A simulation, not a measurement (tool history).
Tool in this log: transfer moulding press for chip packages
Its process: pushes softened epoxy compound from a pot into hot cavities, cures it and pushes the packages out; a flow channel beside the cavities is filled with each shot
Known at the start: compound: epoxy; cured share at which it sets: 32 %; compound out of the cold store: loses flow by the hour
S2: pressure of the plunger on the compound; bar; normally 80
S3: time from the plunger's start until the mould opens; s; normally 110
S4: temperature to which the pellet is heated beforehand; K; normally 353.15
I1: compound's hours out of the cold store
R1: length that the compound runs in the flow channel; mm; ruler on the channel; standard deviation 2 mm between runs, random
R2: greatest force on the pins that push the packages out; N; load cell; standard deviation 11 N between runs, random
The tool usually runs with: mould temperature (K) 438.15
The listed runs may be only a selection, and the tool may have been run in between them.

run 1 hour=0 | mould_temperature_(K)=438.15 S2=80 S3=110 S4=353.15 | I1=10.9 | R1=924 R2=535
run 2 hour=15.9 | mould_temperature_(K)=438.15 S2=80 S3=110 S4=353.15 | I1=18.6 | R1=903 R2=524
run 3 hour=28.2 | mould_temperature_(K)=438.15 S2=71.6 S3=110 S4=353.15 | I1=28.9 | R1=828 R2=515
run 4 hour=39 | mould_temperature_(K)=438.15 S2=71.6 S3=110 S4=353.15 | I1=11.1 | R1=866 R2=537
run 5 hour=50.8 | mould_temperature_(K)=438.15 S2=71.6 S3=110 S4=353.15 | I1=8.4 | R1=878 R2=508
run 6 hour=66.3 | mould_temperature_(K)=438.15 S2=71.6 S3=110 S4=353.15 | I1=24.1 | R1=838 R2=513
run 7 hour=86 | mould_temperature_(K)=438.15 S2=74.2 S3=110 S4=353.15 | I1=41.7 | R1=816 R2=514
run 8 hour=104.1 | mould_temperature_(K)=438.15 S2=74.2 S3=110 S4=353.15 | I1=28.2 | R1=844 R2=504
run 9 hour=122.2 | mould_temperature_(K)=438.15 S2=72.2 S3=110 S4=353.15 | I1=45.5 | R1=797 R2=482
run 10 hour=131.3 | mould_temperature_(K)=438.15 S2=72.2 S3=110 S4=353.15 | I1=16.8 | R1=861 R2=521
run 11 hour=150.1 | mould_temperature_(K)=438.15 S2=67.2 S3=110 S4=353.15 | I1=18.4 | R1=823 R2=537
run 12 hour=167.3 | mould_temperature_(K)=438.15 S2=67.2 S3=110 S4=353.15 | I1=35.7 | R1=789 R2=520
run 13 hour=185 | mould_temperature_(K)=433.15 S2=80 S3=110 S4=353.15 | I1=14.9 | R1=932 R2=716
run 14 hour=199.5 | mould_temperature_(K)=438.15 S2=80 S3=110 S4=353.15 | I1=20.8 | R1=893 R2=543
run 15 hour=211.9 | mould_temperature_(K)=438.15 S2=80 S3=110 S4=353.15 | I1=39 | R1=853 R2=495
run 16 hour=225.4 | mould_temperature_(K)=438.15 S2=80 S3=110 S4=353.15 | I1=30.8 | R1=870 R2=499
run 17 hour=236.1 | mould_temperature_(K)=436.15 S2=86.4 S3=149 S4=347.15 | I1=47.4 | R1=877 R2=418
run 18 hour=250.7 | mould_temperature_(K)=436.15 S2=86.4 S3=149 S4=347.15 | I1=47.9 | R1=872 R2=432
run 19 hour=261.6 | mould_temperature_(K)=446.15 S2=80 S3=97 S4=352.15 | I1=29.1 | R1=847 R2=452
run 20 hour=272.1 | mould_temperature_(K)=446.15 S2=80 S3=97 S4=352.15 | I1=20.2 | R1=871 R2=449
run 21 hour=280.7 | mould_temperature_(K)=438.15 S2=62 S3=110 S4=353.15 | I1=44.4 | R1=741 R2=516
run 22 hour=289.5 | mould_temperature_(K)=441.15 S2=86.7 S3=101 S4=355.15 | I1=11.4 | R1=949 R2=517
run 23 hour=306 | mould_temperature_(K)=437.15 S2=94.1 S3=111 S4=356.15 | I1=17.4 | R1=981 R2=536
run 24 hour=316.8 | mould_temperature_(K)=445.15 S2=69.1 S3=92 S4=347.15 | I1=24.6 | R1=801 R2=523
run 25 hour=330.6 | mould_temperature_(K)=445.15 S2=69.1 S3=92 S4=347.15 | I1=19.6 | R1=812 R2=532
run 26 hour=340.6 | mould_temperature_(K)=439.15 S2=69.1 S3=92 S4=350.15 | I1=29.2 | R1=811 R2=676
run 27 hour=359.1 | mould_temperature_(K)=438.15 S2=72.8 S3=110 S4=359.15 | I1=19.5 | R1=857 R2=504
run 28 hour=368.2 | mould_temperature_(K)=438.15 S2=93.6 S3=110 S4=350.15 | I1=25.3 | R1=960 R2=535
run 29 hour=387.6 | mould_temperature_(K)=438.15 S2=93.6 S3=110 S4=350.15 | I1=26.5 | R1=952 R2=538

Withheld: 3 entries from between the runs. Position of each, and hidden state at the listed run before versus the listed run after:
Run 5 -> run 6: cavities cleaned with cleaning compound and waxed (hour 54)
  pressure that reaches the compound, % of what is set: 99.94 -> 99.93; grip of the stained cavities, % over clean ones': 1.7 -> 0.3
Run 12 -> run 13: cavities cleaned with cleaning compound and waxed (hour 182.5)
  pressure that reaches the compound, % of what is set: 99.9 -> 99.89; grip of the stained cavities, % over clean ones': 1.6 -> 0.1
Run 23 -> run 24: cavities cleaned with cleaning compound and waxed (hour 311.6)
  grip of the stained cavities, % over clean ones': 1.6 -> 0.2
